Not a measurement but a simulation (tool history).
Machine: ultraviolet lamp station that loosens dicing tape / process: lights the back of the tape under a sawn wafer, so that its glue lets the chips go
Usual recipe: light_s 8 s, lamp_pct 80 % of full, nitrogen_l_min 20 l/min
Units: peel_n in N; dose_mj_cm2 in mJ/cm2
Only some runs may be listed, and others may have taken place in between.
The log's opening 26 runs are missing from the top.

run,hour,light_s,lamp_pct,nitrogen_l_min,hours of work of the lamp,hours of work since the window was cleaned,peel_n,dose_mj_cm2
27,641.5,8,80,6,443,392,1.472,474
28,663.9,8,80,6,456,406,1.44,474
29,679.9,6,97,33,466,416,0.794,429
30,703.6,6,97,33,481,430,0.761,424
31,726,12,96,7,494,444,0.452,844
# hour 730.3: window cleaned of glue's vapour
32,752.6,9,62,7,510,14,1.522,434
33,779.7,9,62,7,527,30,1.544,432
34,795.5,7,62,19,537,40,1.497,336
35,824.7,9,92,20,554,58,0.419,628
36,851.7,6,74,11,571,74,1.831,336
37,869.8,4,80,11,582,85,2.824,239
38,887,5,73,18,593,96,1.929,275
39,913.6,10,74,25,609,112,0.491,558
40,928.7,10,74,25,618,121,0.498,550
41,955.2,12,73,13,634,138,0.52,650
42,970.6,12,73,13,644,147,0.519,644

Predict each of these 4 candidate next runs independently; none follows another, all start after run 42:
A,998.5,7,73,13,661,164,?,?
B,998.5,6,73,6,661,164,?,?
C,998.5,15,68,37,661,164,?,?
D,998.5,14,73,13,661,164,?,?

run,peel_n,dose_mj_cm2
A,1.436,374
B,2.447,319
C,0.278,749
D,0.388,748
Stripped of hidden state, with their random variation kept, the same runs would have yielded:
run,peel_n,dose_mj_cm2
A,1.065,445
B,1.968,379
C,0.235,891
D,0.291,889

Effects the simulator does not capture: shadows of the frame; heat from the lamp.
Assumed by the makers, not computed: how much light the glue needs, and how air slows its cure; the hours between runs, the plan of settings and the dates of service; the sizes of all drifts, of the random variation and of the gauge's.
